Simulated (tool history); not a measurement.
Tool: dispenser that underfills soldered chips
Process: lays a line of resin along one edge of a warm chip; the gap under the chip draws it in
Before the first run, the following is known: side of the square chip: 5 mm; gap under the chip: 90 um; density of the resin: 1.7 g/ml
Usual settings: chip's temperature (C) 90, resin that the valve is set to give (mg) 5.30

| run | hour | chip's temperature (C) | resin that the valve is set to give (mg) | time until the resin shows at the far edge (s) | resin that the valve gave (mg) |
|---|---|---|---|---|---|
| 1 | 0.0 | 90 | 5.30 | 22.6 | 4.81 |
| 2 | 13.4 | 90 | 5.30 | 56.2 | 4.66 |
|  | 14.9 | new syringe of resin |
| 3 | 24.7 | 90 | 5.30 | 39.7 | 4.74 |
|  | 31.7 | new syringe of resin |
| 4 | 31.7 | 90 | 5.30 | 20.8 | 4.66 |
| 5 | 39.8 | 94 | 5.30 | 30.6 | 4.76 |
|  | 45.5 | dispensing valve cleaned and set on the balance |
|  | 49.4 | new syringe of resin |
| 6 | 52.6 | 100 | 5.30 | 17.5 | 5.32 |
| 7 | 61.4 | 100 | 5.30 | 30.2 | 5.27 |
|  | 65.8 | new syringe of resin |
| 8 | 74.5 | 90 | 5.30 | 35.5 | 5.26 |
| 9 | 81.0 | 103 | 5.73 | 33.3 | 5.65 |
|  | 82.0 | new syringe of resin |
| 10 | 90.1 | 89 | 5.13 | 38.1 | 4.99 |
|  | 97.9 | new syringe of resin |
| 11 | 103.8 | 89 | 5.13 | 31.8 | 4.96 |
|  | 114.0 | new syringe of resin |
| 12 | 116.3 | 89 | 5.13 | 25.3 | 4.92 |
| 13 | 124.0 | 90 | 4.52 | 41.9 | 4.26 |
|  | 130.3 | new syringe of resin |
| 14 | 133.3 | 104 | 5.73 | 14.5 | 5.48 |
| 15 | 140.5 | 81 | 4.64 | 61.2 | 4.43 |

Predict each of these 5 candidate next runs independently; none follows another, all start after run 15:
|  | 146.7 | new syringe of resin |
| A | 153.8 | 105 | 6.81 | ? | ? |
|  | 146.7 | new syringe of resin |
| B | 153.8 | 90 | 6.14 | ? | ? |
|  | 146.7 | new syringe of resin |
| C | 153.8 | 97 | 5.30 | ? | ? |
|  | 146.7 | new syringe of resin |
| D | 153.8 | 105 | 5.30 | ? | ? |
|  | 146.7 | new syringe of resin |
| E | 153.8 | 94 | 4.66 | ? | ? |

| run | time until the resin shows at the far edge (s) | resin that the valve gave (mg) |
|---|---|---|
| A | 17.9 | 6.41 |
| B | 32.8 | 5.74 |
| C | 25.8 | 4.93 |
| D | 19.2 | 4.99 |
| E | 29.6 | 4.33 |
Take away the tool's hidden state, keep each run's random variation, and the runs would have read:
| run | time until the resin shows at the far edge (s) | resin that the valve gave (mg) |
|---|---|---|
| A | 10.6 | 6.84 |
| B | 19.4 | 6.12 |
| C | 15.2 | 5.26 |
| D | 11.4 | 5.32 |
| E | 16.9 | 4.62 |

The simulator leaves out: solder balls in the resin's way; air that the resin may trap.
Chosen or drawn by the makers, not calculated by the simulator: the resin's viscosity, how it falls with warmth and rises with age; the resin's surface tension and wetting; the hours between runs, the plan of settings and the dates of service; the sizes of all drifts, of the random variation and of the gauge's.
